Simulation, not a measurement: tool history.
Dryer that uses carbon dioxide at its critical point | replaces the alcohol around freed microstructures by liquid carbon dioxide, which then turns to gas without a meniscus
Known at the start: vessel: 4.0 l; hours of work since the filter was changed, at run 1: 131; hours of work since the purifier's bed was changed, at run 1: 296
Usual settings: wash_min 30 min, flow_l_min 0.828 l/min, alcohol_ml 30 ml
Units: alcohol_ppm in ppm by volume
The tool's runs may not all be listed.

run     day  wash_min  flow_l_min  alcohol_ml  hours of work since the filter was changed  hours of work since the purifier's bed was changed  alcohol_ppm
  1   0.000        30       0.828          30                                         131                                                 296          105
  2   0.767        30       0.828          35                                         143                                                 309          107
  3   1.225        30       0.828          86                                         150                                                 316          144
  4   1.988        30       0.828          30                                         163                                                 328          108
  5   2.775        30       0.828          30                                         175                                                 341          113
  6   3.604        30       0.828          24                                         188                                                 354          118
  7   4.292        30       0.828          43                                         199                                                 365          126
  8   5.083        22       0.828          43                                         212                                                 378          273
  9   5.525        30       0.828          56                                         219                                                 385          138
 10   6.158        30       0.828          30                                         229                                                 395          134
 11   7.050        30       0.828          30                                         243                                                 409          135
 12   7.929        30       0.828          30                                         258                                                 423          137
 13   8.454        30       0.828          32                                         266                                                 431          140
 14   9.188        30       0.828          32                                         278                                                 443          155
 15   9.996        30       0.828          32                                         291                                                 456          145
 16  10.938        22       0.828          30                                         306                                                 471          233
 17  11.562        30       0.828          30                                         316                                                 481          155
 18  12.121        30       0.828          30                                         324                                                 490          150
 19  12.958        30       0.828          30                                         338                                                 503          164
 20  13.650        30       0.828          30                                         349                                                 515          147
 21  14.546        30       0.828          30                                         363                                                 529          163
 22  15.100        30       0.828          30                                         372                                                 538          179
 23  15.746        30       0.828          30                                         382                                                 548          166
 24  16.504        19       0.774          34                                         395                                                 560          467
 25  17.092        19       0.774          34                                         404                                                 570          473
 26  18.021        19       0.774          34                                         419                                                 584          487
 27  18.625        19       0.774          34                                         429                                                 594          488
 28  19.304        27       0.795          69                                         439                                                 605          312
 29  20.188        35       1.341          27                                         454                                                 619          144
 30  20.788        41       1.266          49                                         463                                                 629          155
 31  21.729        41       0.708          27                                         478                                                 644          169
     22.479  -- inlet filter changed
 32  22.662        30       0.584          39                                           3                                                 658          329
 33  23.292        30       1.111          28                                          13                                                 668          166
 34  24.117        24       0.622          52                                          26                                                 681          571
 35  24.612        24       0.912          84                                          34                                                 689          292
 36  25.262        22       0.839          30                                          45                                                 700          261
 37  25.750        46       0.828          49                                          52                                                 707          182
 38  26.675        30       0.761          48                                          67                                                 722          221
 39  27.092        30       0.566         102                                          74                                                 729          654
 40  27.717        30       0.848          65                                          84                                                 739          217
 41  28.250        29       0.848          58                                          92                                                 747          228
 42  28.654        32       0.900          38                                          99                                                 754          193
 43  29.321        32       0.900          38                                         109                                                 764          195
 44  30.183        34       0.836          31                                         123                                                 778          197
 45  31.025        30       0.847          30                                         137                                                 792          205
 46  31.783        30       0.847          30                                         149                                                 804          218

Measured less the same run without the tool's hidden state. The same run-to-run variation is in both; the gauge's scatter may not be:
The hidden state here: flow that reaches the vessel past the clogged filter, %; alcohol in the recycled carbon dioxide, ppm; drift of the gauge itself on alcohol_ppm, %.
run  alcohol_ppm
  1          +77
  2          +83
  3          +88
  4          +86
  5          +87
  6          +91
  7          +96
  8         +121
  9         +104
 10         +104
 11         +104
 12         +110
 13         +109
 14         +119
 15         +118
 16         +141
 17         +122
 18         +128
 19         +133
 20         +131
 21         +136
 22         +138
 23         +140
 24         +208
 25         +216
 26         +224
 27         +225
 28         +202
 29         +143
 30         +149
 31         +155
 32         +159
 33         +159
 34         +173
 35         +171
 36         +165
 37         +166
 38         +172
 39         +197
 40         +175
 41         +179
 42         +181
 43         +182
 44         +181
 45         +186
 46         +190
